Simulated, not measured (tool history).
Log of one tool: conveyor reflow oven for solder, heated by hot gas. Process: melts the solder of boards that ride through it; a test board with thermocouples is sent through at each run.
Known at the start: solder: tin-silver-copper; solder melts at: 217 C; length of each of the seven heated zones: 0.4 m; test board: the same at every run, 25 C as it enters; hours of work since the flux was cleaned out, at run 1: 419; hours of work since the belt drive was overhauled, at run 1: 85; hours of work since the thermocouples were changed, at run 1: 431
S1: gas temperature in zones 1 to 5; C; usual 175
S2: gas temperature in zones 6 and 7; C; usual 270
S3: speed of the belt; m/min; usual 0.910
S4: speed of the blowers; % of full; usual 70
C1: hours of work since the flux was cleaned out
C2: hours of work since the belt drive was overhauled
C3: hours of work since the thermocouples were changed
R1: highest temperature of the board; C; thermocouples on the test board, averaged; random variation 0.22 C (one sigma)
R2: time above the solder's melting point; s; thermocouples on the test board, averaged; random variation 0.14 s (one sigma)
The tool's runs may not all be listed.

run 1 day=0.000 | S1=175 S2=270 S3=0.910 S4=70 | C1=419 C2=85 C3=431 | R1=246.2 R2=34.7
run 2 day=0.312 | S1=175 S2=270 S3=0.910 S4=70 | C1=423 C2=89 C3=435 | R1=246.0 R2=34.9
run 3 day=0.750 | S1=160 S2=270 S3=0.910 S4=70 | C1=429 C2=95 C3=441 | R1=242.7 R2=28.8
run 4 day=1.179 | S1=160 S2=270 S3=0.910 S4=70 | C1=435 C2=101 C3=447 | R1=242.3 R2=28.6
run 5 day=1.738 | S1=160 S2=270 S3=0.910 S4=70 | C1=442 C2=108 C3=455 | R1=242.2 R2=28.6
run 6 day=2.442 | S1=175 S2=270 S3=0.910 S4=70 | C1=452 C2=118 C3=464 | R1=245.6 R2=34.3
run 7 day=2.842 | S1=175 S2=270 S3=0.910 S4=70 | C1=457 C2=124 C3=470 | R1=246.1 R2=34.2
run 8 day=3.571 | S1=175 S2=270 S3=0.910 S4=70 | C1=467 C2=133 C3=480 | R1=245.7 R2=34.3
run 9 day=4.000 | S1=175 S2=270 S3=0.910 S4=70 | C1=473 C2=139 C3=486 | R1=245.3 R2=34.5
run 10 day=4.604 | S1=175 S2=270 S3=0.910 S4=70 | C1=481 C2=148 C3=494 | R1=246.1 R2=34.3
run 11 day=4.996 | S1=175 S2=270 S3=0.910 S4=70 | C1=487 C2=153 C3=499 | R1=245.8 R2=34.2
-- day=5.442 flux residue cleaned out of gas plates and filters
run 12 day=5.800 | S1=166 S2=270 S3=0.910 S4=70 | C1=5 C2=161 C3=507 | R1=240.0 R2=27.8
run 13 day=6.188 | S1=166 S2=270 S3=0.910 S4=70 | C1=10 C2=166 C3=513 | R1=240.3 R2=27.6
run 14 day=6.558 | S1=166 S2=270 S3=0.910 S4=70 | C1=15 C2=171 C3=518 | R1=240.1 R2=27.4
run 15 day=6.883 | S1=175 S2=279 S3=0.910 S4=70 | C1=20 C2=176 C3=522 | R1=249.5 R2=36.1
run 16 day=7.271 | S1=175 S2=279 S3=0.910 S4=70 | C1=25 C2=181 C3=527 | R1=249.1 R2=35.7
-- day=8.008 flux residue cleaned out of gas plates and filters, once more
run 17 day=8.050 | S1=175 S2=270 S3=0.910 S4=70 | C1=1 C2=189 C3=535 | R1=250.6 R2=38.3
run 18 day=8.512 | S1=175 S2=272 S3=0.910 S4=70 | C1=7 C2=195 C3=541 | R1=252.3 R2=38.9
run 19 day=9.158 | S1=167 S2=270 S3=0.910 S4=68 | C1=16 C2=204 C3=550 | R1=248.1 R2=35.0
run 20 day=9.554 | S1=170 S2=259 S3=0.735 S4=70 | C1=21 C2=209 C3=556 | R1=246.9 R2=45.0
run 21 day=10.188 | S1=188 S2=270 S3=0.910 S4=68 | C1=30 C2=218 C3=564 | R1=253.1 R2=42.9
run 22 day=10.671 | S1=188 S2=270 S3=0.910 S4=68 | C1=36 C2=224 C3=571 | R1=252.7 R2=42.8
run 23 day=11.025 | S1=183 S2=267 S3=0.910 S4=70 | C1=41 C2=229 C3=576 | R1=249.6 R2=39.8
run 24 day=11.325 | S1=183 S2=267 S3=0.910 S4=70 | C1=45 C2=233 C3=580 | R1=249.7 R2=39.8
run 25 day=11.846 | S1=183 S2=267 S3=0.910 S4=70 | C1=52 C2=240 C3=587 | R1=249.6 R2=40.1
run 26 day=12.404 | S1=175 S2=266 S3=0.910 S4=75 | C1=60 C2=248 C3=594 | R1=248.2 R2=37.2
run 27 day=12.800 | S1=175 S2=266 S3=0.910 S4=75 | C1=65 C2=253 C3=600 | R1=248.0 R2=36.9
run 28 day=13.225 | S1=175 S2=270 S3=0.910 S4=73 | C1=71 C2=259 C3=606 | R1=251.1 R2=38.5

Forecast run 29:
run 29 day=13.888 | S1=175 S2=270 S3=0.910 S4=77 | C1=80 C2=268 C3=615 | R1=? R2=?

Run 29 gave R1 252.1 C, R2 39.1 s.
Without the tool's hidden state the same run would have given R1 251.0 C, R2 38.4 s.
